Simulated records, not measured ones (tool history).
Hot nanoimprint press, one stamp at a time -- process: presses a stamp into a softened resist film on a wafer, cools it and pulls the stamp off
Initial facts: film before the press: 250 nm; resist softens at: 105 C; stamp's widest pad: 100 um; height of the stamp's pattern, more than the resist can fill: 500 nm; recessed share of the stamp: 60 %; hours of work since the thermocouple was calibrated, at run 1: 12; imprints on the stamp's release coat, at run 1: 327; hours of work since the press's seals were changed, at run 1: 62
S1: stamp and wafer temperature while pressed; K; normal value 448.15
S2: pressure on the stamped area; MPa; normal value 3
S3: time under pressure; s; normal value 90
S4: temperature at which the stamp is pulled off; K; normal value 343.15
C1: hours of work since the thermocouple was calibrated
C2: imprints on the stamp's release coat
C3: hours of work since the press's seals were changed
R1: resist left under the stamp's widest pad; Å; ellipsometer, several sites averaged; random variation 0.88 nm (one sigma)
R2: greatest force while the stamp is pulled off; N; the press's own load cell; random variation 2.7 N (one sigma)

{"run": 1, "hour": 0.0, "S1": 448.15, "S2": 3, "S3": 90, "S4": 343.15, "C1": 12, "C2": 327, "C3": 62, "R1": 1374, "R2": 131}
{"run": 2, "hour": 8.7, "S1": 448.15, "S2": 2.92, "S3": 90, "S4": 343.15, "C1": 18, "C2": 374, "C3": 68, "R1": 1388, "R2": 140}
{"run": 3, "hour": 17.8, "S1": 448.15, "S2": 2.92, "S3": 90, "S4": 343.15, "C1": 25, "C2": 423, "C3": 75, "R1": 1395, "R2": 139}
{"run": 4, "hour": 25.4, "S1": 448.15, "S2": 2.92, "S3": 90, "S4": 343.15, "C1": 30, "C2": 464, "C3": 80, "R1": 1397, "R2": 141}
{"run": 5, "hour": 32.5, "S1": 456.15, "S2": 2.92, "S3": 90, "S4": 343.15, "C1": 35, "C2": 503, "C3": 85, "R1": 1127, "R2": 141}
{"run": 6, "hour": 40.1, "S1": 448.15, "S2": 3, "S3": 90, "S4": 347.15, "C1": 40, "C2": 544, "C3": 91, "R1": 1387, "R2": 130}
{"run": 7, "hour": 46.7, "S1": 448.15, "S2": 3, "S3": 90, "S4": 347.15, "C1": 45, "C2": 580, "C3": 95, "R1": 1376, "R2": 131}
{"run": 8, "hour": 56.8, "S1": 448.15, "S2": 3, "S3": 90, "S4": 347.15, "C1": 52, "C2": 634, "C3": 102, "R1": 1379, "R2": 129}
{"run": 9, "hour": 68.4, "S1": 448.15, "S2": 3, "S3": 90, "S4": 347.15, "C1": 61, "C2": 697, "C3": 111, "R1": 1382, "R2": 138}
{"run": 10, "hour": 78.1, "S1": 448.15, "S2": 3, "S3": 90, "S4": 347.15, "C1": 67, "C2": 749, "C3": 118, "R1": 1380, "R2": 130}
{"run": 11, "hour": 84.6, "S1": 448.15, "S2": 3.69, "S3": 90, "S4": 343.15, "C1": 72, "C2": 784, "C3": 122, "R1": 1240, "R2": 147}
{"run": 12, "hour": 93.9, "S1": 448.15, "S2": 3, "S3": 90, "S4": 343.15, "C1": 79, "C2": 834, "C3": 129, "R1": 1398, "R2": 152}
{"run": 13, "hour": 105.7, "S1": 448.15, "S2": 3, "S3": 90, "S4": 343.15, "C1": 87, "C2": 898, "C3": 137, "R1": 1376, "R2": 154}
{"run": 14, "hour": 115.0, "S1": 448.15, "S2": 3, "S3": 90, "S4": 343.15, "C1": 94, "C2": 948, "C3": 144, "R1": 1378, "R2": 158}
{"run": 15, "hour": 124.4, "S1": 440.15, "S2": 3, "S3": 59, "S4": 343.15, "C1": 100, "C2": 999, "C3": 151, "R1": 1852, "R2": 155}
{"run": 16, "hour": 131.6, "S1": 448.15, "S2": 4.15, "S3": 76, "S4": 348.15, "C1": 106, "C2": 1038, "C3": 156, "R1": 1234, "R2": 139}
{"run": 17, "hour": 139.5, "S1": 448.15, "S2": 4.15, "S3": 76, "S4": 348.15, "C1": 111, "C2": 1080, "C3": 161, "R1": 1234, "R2": 147}
{"run": 18, "hour": 148.0, "S1": 448.15, "S2": 3, "S3": 90, "S4": 345.15, "C1": 117, "C2": 1126, "C3": 167, "R1": 1376, "R2": 154}
{"run": 19, "hour": 153.0, "S1": 455.15, "S2": 3, "S3": 111, "S4": 332.15, "C1": 121, "C2": 1153, "C3": 171, "R1": 1079, "R2": 192}
{"run": 20, "hour": 163.2, "S1": 437.15, "S2": 3, "S3": 90, "S4": 343.15, "C1": 128, "C2": 1208, "C3": 178, "R1": 1807, "R2": 165}
{"run": 21, "hour": 175.4, "S1": 454.15, "S2": 2.97, "S3": 90, "S4": 343.15, "C1": 137, "C2": 1274, "C3": 187, "R1": 1203, "R2": 163}
{"run": 22, "hour": 186.3, "S1": 441.15, "S2": 2.59, "S3": 60, "S4": 335.15, "C1": 144, "C2": 1333, "C3": 195, "R1": 1910, "R2": 199}
{"hour": 197.3, "done": "stamp cleaned and given a new release coat"}
{"run": 23, "hour": 199.4, "S1": 448.15, "S2": 1.84, "S3": 90, "S4": 346.15, "C1": 149, "C2": 12, "C3": 200, "R1": 1707, "R2": 118}
{"run": 24, "hour": 208.8, "S1": 450.15, "S2": 1.85, "S3": 56, "S4": 337.15, "C1": 156, "C2": 62, "C3": 206, "R1": 1852, "R2": 140}
{"run": 25, "hour": 214.0, "S1": 447.15, "S2": 2.19, "S3": 50, "S4": 330.15, "C1": 160, "C2": 91, "C3": 210, "R1": 1897, "R2": 160}
{"run": 26, "hour": 223.4, "S1": 457.15, "S2": 2.19, "S3": 50, "S4": 343.15, "C1": 166, "C2": 141, "C3": 217, "R1": 1554, "R2": 130}
{"run": 27, "hour": 234.7, "S1": 457.15, "S2": 2.19, "S3": 99, "S4": 350.15, "C1": 175, "C2": 202, "C3": 225, "R1": 1271, "R2": 110}
{"run": 28, "hour": 244.9, "S1": 459.15, "S2": 3, "S3": 63, "S4": 343.15, "C1": 182, "C2": 257, "C3": 232, "R1": 1177, "R2": 130}

Measured minus without-hidden-state, run by run (identical run-to-run variation in each term; gauge scatter may differ):
Hidden state present: true temperature over the reading, C; pressure that arrives at the usual setting, %; grip of the stamp's worn release coat, % over a new coat's; drift of the gauge itself on residual_nm, %; drift of the gauge itself on pull_off_n, %.
run=1 R1=+4 R2=+10
run=2 R1=+5 R2=+12
run=3 R1=+6 R2=+14
run=4 R1=+6 R2=+16
run=5 R1=+6 R2=+17
run=6 R1=+8 R2=+16
run=7 R1=+8 R2=+18
run=8 R1=+10 R2=+19
run=9 R1=+11 R2=+22
run=10 R1=+12 R2=+22
run=11 R1=+12 R2=+26
run=12 R1=+14 R2=+28
run=13 R1=+14 R2=+30
run=14 R1=+15 R2=+32
run=15 R1=+16 R2=+33
run=16 R1=+17 R2=+31
run=17 R1=+18 R2=+33
run=18 R1=+18 R2=+37
run=19 R1=+15 R2=+46
run=20 R1=+22 R2=+42
run=21 R1=+19 R2=+42
run=22 R1=+21 R2=+53
run=23 R1=+21 R2=+1
run=24 R1=+21 R2=+3
run=25 R1=+22 R2=+5
run=26 R1=+22 R2=+6
run=27 R1=+22 R2=+7
run=28 R1=+23 R2=+9
